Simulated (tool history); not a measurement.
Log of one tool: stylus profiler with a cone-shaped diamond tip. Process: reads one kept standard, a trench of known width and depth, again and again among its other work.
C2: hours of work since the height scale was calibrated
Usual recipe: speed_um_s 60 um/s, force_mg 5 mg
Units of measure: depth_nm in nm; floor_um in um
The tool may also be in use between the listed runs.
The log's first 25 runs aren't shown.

Run 26, hour 1026.8: usual settings but speed_um_s 237 um/s, force_mg 4.14 mg; scans with this tip 18814; C2 477. Result: depth_nm 1021.35 nm, floor_um 14.98 um.
Run 27, hour 1084.1: usual settings but speed_um_s 237 um/s, force_mg 4.14 mg; scans with this tip 19157; C2 507. Result: depth_nm 1021.36 nm, floor_um 15 um.
Run 28, hour 1133.8: usual settings but speed_um_s 237 um/s, force_mg 6.53 mg; scans with this tip 19455; C2 533. Result: depth_nm 1029.1 nm, floor_um 15.27 um.
Run 29, hour 1162.2: usual settings but force_mg 2.45 mg; scans with this tip 19625; C2 548. Result: depth_nm 1015.1 nm, floor_um 15.64 um.
Run 30, hour 1197.8: usual settings but force_mg 2.45 mg; scans with this tip 19838; C2 566. Result: depth_nm 1014.91 nm, floor_um 15.73 um.
Run 31, hour 1230.4: usual settings but force_mg 2.45 mg; scans with this tip 20033; C2 583. Result: depth_nm 1015.4 nm, floor_um 15.67 um.
Run 32, hour 1259.6: usual settings but force_mg 2.45 mg; scans with this tip 20208; C2 598. Result: depth_nm 1015.15 nm, floor_um 15.69 um.
Run 33, hour 1295.9: usual settings but speed_um_s 33 um/s, force_mg 2.57 mg; scans with this tip 20425; C2 617. Result: depth_nm 1015.5 nm, floor_um 15.78 um.
Run 34, hour 1348: usual settings but speed_um_s 39 um/s, force_mg 5.85 mg; scans with this tip 20737; C2 644. Result: depth_nm 1027.36 nm, floor_um 15.89 um.

Each row is a separate what-if for the run after 34, all from the same tool condition, not one after another. Results?
Run A, hour 1396: usual settings but speed_um_s 48 um/s, force_mg 3.42 mg; scans with this tip 21024; C2 669. Result: depth_nm ?, floor_um ?.
Run B, hour 1396: usual settings but force_mg 8.36 mg; scans with this tip 21024; C2 669. Result: depth_nm ?, floor_um ?.
Run C, hour 1396: usual settings but speed_um_s 190 um/s, force_mg 5.85 mg; scans with this tip 21024; C2 669. Result: depth_nm ?, floor_um ?.

run  depth_nm  floor_um
  A   1018.95     15.77
  B   1034.24      15.8
  C   1027.08     15.33
Take away the tool's hidden state, keep each run's random variation, and the runs would have read:
run  depth_nm  floor_um
  A   1018.98      15.8
  B   1034.27     15.83
  C    1027.1     15.36

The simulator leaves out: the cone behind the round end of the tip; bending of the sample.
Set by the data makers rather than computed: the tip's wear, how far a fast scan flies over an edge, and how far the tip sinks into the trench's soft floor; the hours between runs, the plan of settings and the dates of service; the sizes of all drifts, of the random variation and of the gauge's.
